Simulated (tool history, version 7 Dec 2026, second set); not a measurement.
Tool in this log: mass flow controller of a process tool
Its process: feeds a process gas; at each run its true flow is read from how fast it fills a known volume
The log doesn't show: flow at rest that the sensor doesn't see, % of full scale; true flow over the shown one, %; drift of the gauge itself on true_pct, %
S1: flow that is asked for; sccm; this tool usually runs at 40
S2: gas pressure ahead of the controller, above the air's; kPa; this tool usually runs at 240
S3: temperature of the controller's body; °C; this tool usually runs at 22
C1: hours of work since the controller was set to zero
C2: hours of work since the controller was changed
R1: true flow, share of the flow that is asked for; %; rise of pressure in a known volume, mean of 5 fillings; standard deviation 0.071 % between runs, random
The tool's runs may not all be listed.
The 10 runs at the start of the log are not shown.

| run | hour | S1 | S2 | S3 | C1 | C2 | R1 |
|---|---|---|---|---|---|---|---|
| 11 | 2404.6 | 8 | 240 | 39 | 4450 | 4450 | 94.95 |
| 12 | 2591.2 | 6 | 240 | 22 | 4523 | 4523 | 95.74 |
| 13 | 2864.9 | 40 | 240 | 22 | 4629 | 4629 | 99.21 |
| 14 | 3182.2 | 40 | 240 | 29 | 4753 | 4753 | 98.3 |
| 15 | 3515 | 40 | 240 | 29 | 4883 | 4883 | 98.3 |
| 16 | 3870.4 | 40 | 240 | 22 | 5021 | 5021 | 99.04 |
| 17 | 4177.1 | 40 | 240 | 22 | 5141 | 5141 | 98.95 |
| 18 | 4460.8 | 40 | 240 | 22 | 5251 | 5251 | 98.91 |
| 19 | 4676.9 | 8 | 172 | 23 | 5336 | 5336 | 95.81 |
| 20 | 4831.8 | 49 | 160 | 20 | 5396 | 5396 | 99.14 |
| 21 | 5137.6 | 23 | 247 | 38 | 5515 | 5515 | 96.54 |
| 22 | 5412.5 | 31 | 240 | 22 | 5622 | 5622 | 98.5 |

The next listed run, before its measurement:
| 23 | 5747.6 | 40 | 240 | 34 | 5753 | 5753 | ? |

{"run 23": {"R1": 97.56}}
If the tool had no hidden condition, the same run with the same run-to-run variation would have returned R1 98.92 %.
